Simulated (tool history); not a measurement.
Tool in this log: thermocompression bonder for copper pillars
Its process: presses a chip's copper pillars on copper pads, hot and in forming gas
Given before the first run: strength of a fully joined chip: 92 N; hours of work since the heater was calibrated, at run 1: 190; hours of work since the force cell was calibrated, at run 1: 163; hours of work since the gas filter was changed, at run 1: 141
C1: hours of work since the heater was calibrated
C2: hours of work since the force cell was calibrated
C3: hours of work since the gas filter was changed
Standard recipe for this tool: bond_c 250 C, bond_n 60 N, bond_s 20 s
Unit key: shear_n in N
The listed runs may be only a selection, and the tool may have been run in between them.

{"run": 1, "hour": 0.0, "bond_c": 250, "bond_n": 60, "bond_s": 20, "C1": 190, "C2": 163, "C3": 141, "shear_n": 39.5}
{"run": 2, "hour": 5.8, "bond_c": 250, "bond_n": 60, "bond_s": 20, "C1": 194, "C2": 166, "C3": 145, "shear_n": 41.1}
{"run": 3, "hour": 16.7, "bond_c": 250, "bond_n": 60, "bond_s": 20, "C1": 200, "C2": 173, "C3": 152, "shear_n": 38.5}
{"run": 4, "hour": 25.7, "bond_c": 250, "bond_n": 60, "bond_s": 20, "C1": 206, "C2": 179, "C3": 157, "shear_n": 39.6}
{"run": 5, "hour": 32.4, "bond_c": 250, "bond_n": 60, "bond_s": 22, "C1": 210, "C2": 183, "C3": 161, "shear_n": 41.2}
{"run": 6, "hour": 40.2, "bond_c": 250, "bond_n": 60, "bond_s": 20, "C1": 215, "C2": 187, "C3": 166, "shear_n": 39.1}
{"run": 7, "hour": 46.8, "bond_c": 250, "bond_n": 60, "bond_s": 20, "C1": 219, "C2": 192, "C3": 170, "shear_n": 40.3}
{"run": 8, "hour": 56.4, "bond_c": 250, "bond_n": 60, "bond_s": 20, "C1": 225, "C2": 197, "C3": 176, "shear_n": 40.1}
{"run": 9, "hour": 64.7, "bond_c": 254, "bond_n": 60, "bond_s": 20, "C1": 230, "C2": 203, "C3": 181, "shear_n": 41.3}
{"run": 10, "hour": 70.4, "bond_c": 254, "bond_n": 60, "bond_s": 20, "C1": 233, "C2": 206, "C3": 185, "shear_n": 41.8}
{"run": 11, "hour": 77.6, "bond_c": 254, "bond_n": 60, "bond_s": 20, "C1": 238, "C2": 210, "C3": 189, "shear_n": 41.8}
{"run": 12, "hour": 87.0, "bond_c": 254, "bond_n": 60, "bond_s": 20, "C1": 244, "C2": 216, "C3": 195, "shear_n": 41.4}
{"run": 13, "hour": 94.2, "bond_c": 254, "bond_n": 60, "bond_s": 16, "C1": 248, "C2": 221, "C3": 199, "shear_n": 37.9}
{"run": 14, "hour": 105.0, "bond_c": 254, "bond_n": 60, "bond_s": 16, "C1": 255, "C2": 227, "C3": 206, "shear_n": 38.9}
{"run": 15, "hour": 112.2, "bond_c": 244, "bond_n": 60, "bond_s": 20, "C1": 259, "C2": 232, "C3": 210, "shear_n": 36.3}
{"run": 16, "hour": 121.2, "bond_c": 244, "bond_n": 60, "bond_s": 20, "C1": 265, "C2": 237, "C3": 216, "shear_n": 36.3}
{"run": 17, "hour": 130.1, "bond_c": 244, "bond_n": 60, "bond_s": 20, "C1": 270, "C2": 243, "C3": 221, "shear_n": 35.9}
{"run": 18, "hour": 140.1, "bond_c": 250, "bond_n": 60, "bond_s": 20, "C1": 276, "C2": 249, "C3": 227, "shear_n": 39.3}
{"run": 19, "hour": 149.1, "bond_c": 250, "bond_n": 60, "bond_s": 20, "C1": 282, "C2": 254, "C3": 233, "shear_n": 40.3}
{"run": 20, "hour": 154.5, "bond_c": 250, "bond_n": 60, "bond_s": 20, "C1": 285, "C2": 258, "C3": 236, "shear_n": 39.5}
{"run": 21, "hour": 160.9, "bond_c": 232, "bond_n": 60, "bond_s": 13, "C1": 289, "C2": 262, "C3": 240, "shear_n": 24.6}
{"run": 22, "hour": 167.0, "bond_c": 232, "bond_n": 60, "bond_s": 13, "C1": 293, "C2": 265, "C3": 244, "shear_n": 25.4}
{"run": 23, "hour": 175.3, "bond_c": 232, "bond_n": 60, "bond_s": 13, "C1": 298, "C2": 271, "C3": 249, "shear_n": 25.5}
{"run": 24, "hour": 180.0, "bond_c": 232, "bond_n": 90, "bond_s": 13, "C1": 301, "C2": 273, "C3": 252, "shear_n": 31.0}
{"run": 25, "hour": 189.3, "bond_c": 250, "bond_n": 73, "bond_s": 12, "C1": 307, "C2": 279, "C3": 258, "shear_n": 35.7}
{"run": 26, "hour": 194.8, "bond_c": 250, "bond_n": 71, "bond_s": 17, "C1": 310, "C2": 283, "C3": 261, "shear_n": 39.8}
{"run": 27, "hour": 199.9, "bond_c": 250, "bond_n": 71, "bond_s": 17, "C1": 313, "C2": 286, "C3": 264, "shear_n": 39.5}
{"run": 28, "hour": 210.3, "bond_c": 250, "bond_n": 71, "bond_s": 17, "C1": 320, "C2": 292, "C3": 271, "shear_n": 40.0}
{"run": 29, "hour": 219.6, "bond_c": 250, "bond_n": 60, "bond_s": 10, "C1": 325, "C2": 298, "C3": 276, "shear_n": 29.8}

Run 30 has not been measured yet. What should we expect?
{"run": 30, "hour": 227.7, "bond_c": 244, "bond_n": 46, "bond_s": 43, "C1": 330, "C2": 303, "C3": 281, "shear_n": "?"}

shear_n: 43.4 N
Minus the tool's unlogged condition, the same run would have read shear_n 45.2 N.
